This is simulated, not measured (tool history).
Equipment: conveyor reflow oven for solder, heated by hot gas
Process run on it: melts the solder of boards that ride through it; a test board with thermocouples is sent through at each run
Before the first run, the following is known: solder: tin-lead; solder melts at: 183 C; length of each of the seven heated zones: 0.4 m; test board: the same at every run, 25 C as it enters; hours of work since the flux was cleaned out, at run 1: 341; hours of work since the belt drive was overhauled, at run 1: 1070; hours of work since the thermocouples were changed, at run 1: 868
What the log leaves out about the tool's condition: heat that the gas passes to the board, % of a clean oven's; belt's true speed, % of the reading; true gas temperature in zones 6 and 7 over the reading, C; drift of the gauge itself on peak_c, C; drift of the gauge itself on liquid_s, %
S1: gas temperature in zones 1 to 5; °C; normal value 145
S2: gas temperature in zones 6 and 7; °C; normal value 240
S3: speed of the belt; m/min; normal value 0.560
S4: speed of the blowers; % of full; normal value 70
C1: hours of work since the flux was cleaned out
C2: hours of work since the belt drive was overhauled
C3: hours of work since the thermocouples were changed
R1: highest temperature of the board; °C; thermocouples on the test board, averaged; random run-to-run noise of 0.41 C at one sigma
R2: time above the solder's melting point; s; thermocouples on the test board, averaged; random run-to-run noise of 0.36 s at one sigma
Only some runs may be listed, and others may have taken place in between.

run    hour   S1   S2     S3  S4   C1    C2   C3     R1    R2
  1     0.0  145  240  0.560  70  341  1070  868  220.5  68.8
  2    49.9  145  240  0.626  70  374  1103  901  215.7  58.1
  3   103.3  145  249  0.626  70  410  1139  937  222.8  63.5
      138.4  -- thermocouples of zones 6 and 7 changed
  4   145.1  145  235  0.626  70  436  1166    5  211.0  54.9
      206.6  -- flux residue cleaned out of gas plates and filters
  5   211.2  145  235  0.626  70    3  1207   45  215.3  57.3
  6   273.7  145  235  0.626  70   45  1248   87  214.6  57.5
  7   326.6  145  240  0.560  70   80  1284  122  222.2  71.6
  8   379.1  145  240  0.571  70  115  1319  158  220.4  69.9
  9   424.1  145  232  0.560  70  145  1349  188  215.3  65.5
 10   477.8  145  232  0.560  70  181  1385  224  215.1  65.3
 11   520.2  145  232  0.560  70  210  1413  252  214.6  65.3
 12   571.7  145  232  0.560  70  244  1448  286  213.9  65.0
 13   613.3  145  240  0.543  70  272  1475  314  221.2  73.3
 14   652.8  145  240  0.543  70  298  1502  341  222.1  73.7
 15   688.5  145  230  0.560  70  322  1526  364  212.5  63.4
 16   750.3  145  230  0.560  70  363  1567  406  212.5  61.6
 17   806.0  143  235  0.514  83  401  1604  443  220.2  77.4
 18   855.2  145  240  0.549  70  434  1637  476  220.0  72.2
 19   913.6  145  240  0.560  70  473  1676  515  220.3  69.0
      921.4  -- flux residue cleaned out of gas plates and filters
      967.3  -- belt drive overhauled, speed set with a stopwatch
 20   983.2  145  243  0.560  77   39    11  555  226.1  73.4
 21  1020.6  159  239  0.560  52   64    36  580  218.4  74.3
 22  1084.5  159  239  0.661  52  106    78  623  211.7  56.2
 23  1117.2  145  240  0.548  70  128   100  645  221.3  71.8
 24  1158.9  145  240  0.548  70  156   128  673  220.9  71.5
 25  1191.3  145  249  0.474  70  178   150  694  233.6  92.7
 26  1228.8  145  249  0.474  70  203   175  720  233.4  92.5
 27  1269.6  145  245  0.560  88  230   202  747  227.5  74.6
 28  1309.2  157  253  0.487  72  257   228  773  238.7  99.2
 29  1353.1  145  240  0.509  63  286   258  803  221.2  77.5
 30  1388.8  147  237  0.594  69  310   282  826  214.1  61.4
 31  1426.2  143  240  0.560  70  335   307  851  218.1  67.3

3 ways to go on from here, each from the tool as it stands after run 31. What would each give?
  A  1459.7  138  240  0.618  70  357  329  874   ?   ?
  B  1459.7  133  240  0.560  70  357  329  874   ?   ?
  C  1459.7  145  240  0.571  58  357  329  874   ?   ?

run     R1    R2
  A  212.9  53.6
  B  216.6  60.8
  C  215.2  62.2
Stripped of hidden state, with their random variation kept, the same runs would have yielded:
run     R1    R2
  A  216.9  57.4
  B  220.5  64.5
  C  218.7  65.5

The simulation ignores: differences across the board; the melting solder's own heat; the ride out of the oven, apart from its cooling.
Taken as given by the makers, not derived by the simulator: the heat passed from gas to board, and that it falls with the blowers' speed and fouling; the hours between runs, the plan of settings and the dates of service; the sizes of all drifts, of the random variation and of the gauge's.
